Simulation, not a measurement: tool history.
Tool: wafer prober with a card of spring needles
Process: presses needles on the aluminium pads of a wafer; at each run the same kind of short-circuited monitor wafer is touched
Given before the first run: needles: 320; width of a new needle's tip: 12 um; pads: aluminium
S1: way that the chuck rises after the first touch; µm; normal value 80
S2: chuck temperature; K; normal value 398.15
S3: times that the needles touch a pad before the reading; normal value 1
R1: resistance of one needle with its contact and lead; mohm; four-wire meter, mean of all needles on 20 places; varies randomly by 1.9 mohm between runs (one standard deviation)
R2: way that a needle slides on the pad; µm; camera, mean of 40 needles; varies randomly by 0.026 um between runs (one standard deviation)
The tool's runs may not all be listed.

| run | hour | S1 | S2 | S3 | R1 | R2 |
|---|---|---|---|---|---|---|
| 1 | 0.0 | 80 | 398.15 | 1 | 202 | 15.54 |
|  | 4.1 | tips cleaned on abrasive film |
| 2 | 6.4 | 82 | 398.15 | 1 | 200 | 15.96 |
|  | 9.0 | tips cleaned on abrasive film |
| 3 | 12.9 | 82 | 398.15 | 1 | 201 | 15.90 |
|  | 13.4 | tips cleaned on abrasive film |
|  | 17.8 | tips cleaned on abrasive film |
| 4 | 20.2 | 82 | 398.15 | 1 | 202 | 15.97 |
|  | 22.3 | tips cleaned on abrasive film |
| 5 | 24.9 | 79 | 398.15 | 1 | 203 | 15.33 |
|  | 26.6 | tips cleaned on abrasive film |
|  | 31.3 | tips cleaned on abrasive film |
| 6 | 31.9 | 80 | 398.15 | 1 | 201 | 15.58 |
|  | 36.3 | tips cleaned on abrasive film |
| 7 | 37.6 | 80 | 398.15 | 1 | 200 | 15.61 |
|  | 40.9 | tips cleaned on abrasive film |
| 8 | 41.5 | 80 | 398.15 | 1 | 200 | 15.57 |
|  | 45.8 | tips cleaned on abrasive film |
| 9 | 46.2 | 80 | 398.15 | 1 | 203 | 15.59 |
|  | 50.7 | tips cleaned on abrasive film |
|  | 55.1 | tips cleaned on abrasive film |
| 10 | 55.1 | 80 | 398.15 | 1 | 203 | 15.60 |
|  | 59.4 | tips cleaned on abrasive film |
| 11 | 62.9 | 67 | 356.15 | 1 | 198 | 13.13 |
|  | 64.0 | tips cleaned on abrasive film |
|  | 68.7 | tips cleaned on abrasive film |
| 12 | 69.3 | 93 | 327.15 | 1 | 187 | 18.22 |
|  | 73.4 | tips cleaned on abrasive film |
| 13 | 75.8 | 93 | 327.15 | 1 | 185 | 18.15 |
|  | 78.4 | tips cleaned on abrasive film |
|  | 82.8 | tips cleaned on abrasive film |
| 14 | 82.8 | 78 | 306.15 | 1 | 184 | 15.30 |
|  | 87.5 | tips cleaned on abrasive film |
| 15 | 88.0 | 95 | 368.15 | 2 | 190 | 18.64 |

Same runs, no hidden state in the tool, same run-to-run variation:
Unlogged tool condition in this case: debris on the tips, nm; way that the needles fall short of the set height, um; tips' diameter, um; drift of the gauge itself on contact_mohm, %; drift of the gauge itself on scrub_um, %.
| run | R2 |
|---|---|
| 1 | 15.54 |
| 2 | 15.95 |
| 3 | 15.87 |
| 4 | 15.93 |
| 5 | 15.29 |
| 6 | 15.53 |
| 7 | 15.54 |
| 8 | 15.50 |
| 9 | 15.51 |
| 10 | 15.50 |
| 11 | 13.03 |
| 12 | 18.08 |
| 13 | 17.99 |
| 14 | 15.16 |
| 15 | 18.45 |
For R1, the value without the hidden state is never more than 1 mohm from the measured value.
